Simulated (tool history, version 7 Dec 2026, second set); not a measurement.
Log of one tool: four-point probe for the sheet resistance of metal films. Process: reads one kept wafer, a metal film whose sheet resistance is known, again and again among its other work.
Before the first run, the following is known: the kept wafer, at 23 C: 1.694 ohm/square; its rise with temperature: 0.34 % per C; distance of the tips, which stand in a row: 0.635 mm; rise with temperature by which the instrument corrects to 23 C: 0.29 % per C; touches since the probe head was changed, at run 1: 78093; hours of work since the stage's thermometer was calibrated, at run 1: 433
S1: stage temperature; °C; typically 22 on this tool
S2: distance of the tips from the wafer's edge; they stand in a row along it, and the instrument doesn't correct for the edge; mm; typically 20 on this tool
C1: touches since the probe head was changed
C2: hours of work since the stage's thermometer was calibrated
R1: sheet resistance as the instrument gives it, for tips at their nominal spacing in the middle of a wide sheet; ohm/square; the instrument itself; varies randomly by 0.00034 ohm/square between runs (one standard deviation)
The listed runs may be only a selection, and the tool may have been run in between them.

run	day	S1	S2	C1	C2	R1
1	0.000	22	20	78093	433	1.690950
2	2.204	22	20	80713	464	1.691161
3	5.196	22	20	84269	507	1.690576
4	8.646	22	20	88372	556	1.690670
5	12.642	32	20	93120	613	1.698928
6	15.396	22	20	96393	652	1.689904
7	17.817	22	20	99272	686	1.690718
8	20.404	22	9	102345	723	1.692568
9	23.371	22	20	105875	765	1.689628
10	25.375	20	20	108256	793	1.687727
11	27.417	21	20	110680	822	1.688263
12	30.346	22	20	114162	864	1.688724
13	33.775	22	20	118242	913	1.688720
14	37.817	22	20	123046	970	1.688650
15	40.121	22	20	125783	1003	1.687909
16	42.725	22	20	128877	1040	1.687532
17	44.758	20	20	131297	1069	1.686088
18	48.821	35	20	136125	1126	1.698285
19	52.875	35	20	140945	1184	1.698023
20	55.962	27	20	144612	1228	1.691890
21	58.029	27	41	147072	1257	1.690725
22	61.342	34	10	151009	1304	1.699697
23	63.508	33	4	153582	1335	1.717567
24	66.029	33	4	156579	1371	1.717085
25	70.108	33	4	161426	1429	1.717035
26	74.083	33	4	166152	1485	1.716395
27	78.250	33	4	171104	1544	1.716565
28	80.996	22	25	174371	1583	1.684930
29	84.812	22	25	178906	1637	1.685007

Predict each of these 5 candidate next runs independently; none follows another, all start after run 29:
# day 87.492: new probe head fitted
A	88.254	29	41	904	1686	?
# day 87.492: new probe head fitted
B	88.254	21	4	904	1686	?
# day 87.492: new probe head fitted
C	88.254	30	26	904	1686	?
# day 87.492: new probe head fitted
D	88.254	22	5	904	1686	?
# day 87.492: new probe head fitted
E	88.254	32	36	904	1686	?

run	R1
A	1.703266
B	1.719313
C	1.704409
D	1.711762
E	1.705778
Without the tool's unlogged condition, the same runs would have read:
run	R1
A	1.699302
B	1.715224
C	1.700453
D	1.707702
E	1.701840
